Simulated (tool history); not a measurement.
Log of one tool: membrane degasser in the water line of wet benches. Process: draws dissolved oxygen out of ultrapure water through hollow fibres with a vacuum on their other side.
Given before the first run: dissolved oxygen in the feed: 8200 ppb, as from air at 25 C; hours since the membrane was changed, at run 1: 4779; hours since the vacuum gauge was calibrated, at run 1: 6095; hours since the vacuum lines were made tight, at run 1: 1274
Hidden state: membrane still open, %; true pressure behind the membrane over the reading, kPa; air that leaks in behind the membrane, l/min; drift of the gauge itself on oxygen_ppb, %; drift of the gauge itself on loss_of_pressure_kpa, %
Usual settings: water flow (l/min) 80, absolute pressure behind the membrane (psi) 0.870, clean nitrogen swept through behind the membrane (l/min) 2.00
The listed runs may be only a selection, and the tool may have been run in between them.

run,hour,water flow (l/min),absolute pressure behind the membrane (psi),clean nitrogen swept through behind the membrane (l/min),hours since the membrane was changed,hours since the vacuum gauge was calibrated,hours since the vacuum lines were made tight,dissolved oxygen in the water behind the degasser (ppb),pressure that the water loses in the fibres (psi)
1,0.0,80,0.870,2.00,4779,6095,1274,288.0,10.363
2,224.6,80,0.870,2.00,5003,6319,1499,287.3,10.335
3,464.4,80,0.870,2.00,5243,6559,1739,289.0,10.351
4,601.2,80,0.870,2.00,5380,6696,1875,291.9,10.343
5,829.9,80,0.870,2.00,5608,6925,2104,291.8,10.360
6,1071.2,80,0.870,2.00,5850,7166,2345,295.4,10.424
7,1299.9,80,0.870,2.00,6078,7395,2574,294.0,10.518
8,1503.5,80,0.870,2.52,6282,7598,2778,257.7,10.409
9,1684.4,80,0.870,2.00,6463,7779,2959,300.9,10.449
10,1917.0,80,0.870,2.00,6696,8012,3191,294.8,10.406
11,2031.0,80,0.870,2.00,6810,8126,3305,296.2,10.462
12,2142.6,80,0.870,2.00,6921,8237,3417,302.7,10.475
13,2370.3,80,0.870,2.00,7149,8465,3645,301.9,10.356
14,2597.5,80,0.870,2.56,7376,8692,3872,260.1,10.470
# hour 2619.8: vacuum gauge calibrated
15,2707.2,80,0.870,3.42,7485,87,3981,221.7,10.485
16,2843.1,80,0.870,3.42,7621,223,4117,226.4,10.521
17,3060.7,80,0.595,2.27,7839,441,4334,167.1,10.553
# hour 3309.1: vacuum gauge calibrated, once more
18,3316.0,80,0.595,2.27,8093,7,4589,107.7,10.550
19,3453.2,62,0.846,3.04,8231,144,4726,129.1,8.155
20,3603.6,124,0.846,3.04,8381,294,4877,448.9,16.346
21,3843.0,124,0.846,3.04,8621,534,5116,449.0,16.379
22,4009.8,55,0.745,3.37,8787,701,5283,79.0,7.255
23,4183.8,80,1.160,2.00,8961,875,5457,413.8,10.633
24,4376.3,88,1.315,2.13,9154,1067,5649,527.7,11.606
25,4603.8,80,0.992,4.21,9381,1295,5877,201.6,10.630
26,4817.4,83,1.851,4.19,9595,1508,6091,458.0,11.001
27,5011.2,62,0.676,2.62,9789,1702,6284,92.2,8.293
28,5249.8,62,0.676,2.62,10027,1941,6523,93.8,8.290
29,5471.6,62,0.676,2.62,10249,2163,6745,94.5,8.282
30,5634.0,62,0.775,2.62,10412,2325,6907,129.0,8.270
31,5817.9,62,0.775,2.62,10595,2509,7091,130.0,8.303
32,5972.0,63,1.088,1.96,10750,2663,7245,298.5,8.472

Branching from run 32: 4 alternative next runs. What would each branch give?
A,6095.6,109,0.870,2.00,10873,2786,7369,?,?
B,6095.6,80,0.954,2.00,10873,2786,7369,?,?
C,6095.6,99,0.721,2.00,10873,2786,7369,?,?
D,6095.6,79,0.741,4.24,10873,2786,7369,?,?

run,dissolved oxygen in the water behind the degasser (ppb),pressure that the water loses in the fibres (psi)
A,455.7,14.546
B,325.3,10.749
C,292.7,13.323
D,133.3,10.570
Without the tool's unlogged condition, the same runs would have read:
run,dissolved oxygen in the water behind the degasser (ppb),pressure that the water loses in the fibres (psi)
A,405.9,13.622
B,301.0,10.067
C,252.1,12.480
D,113.5,9.900
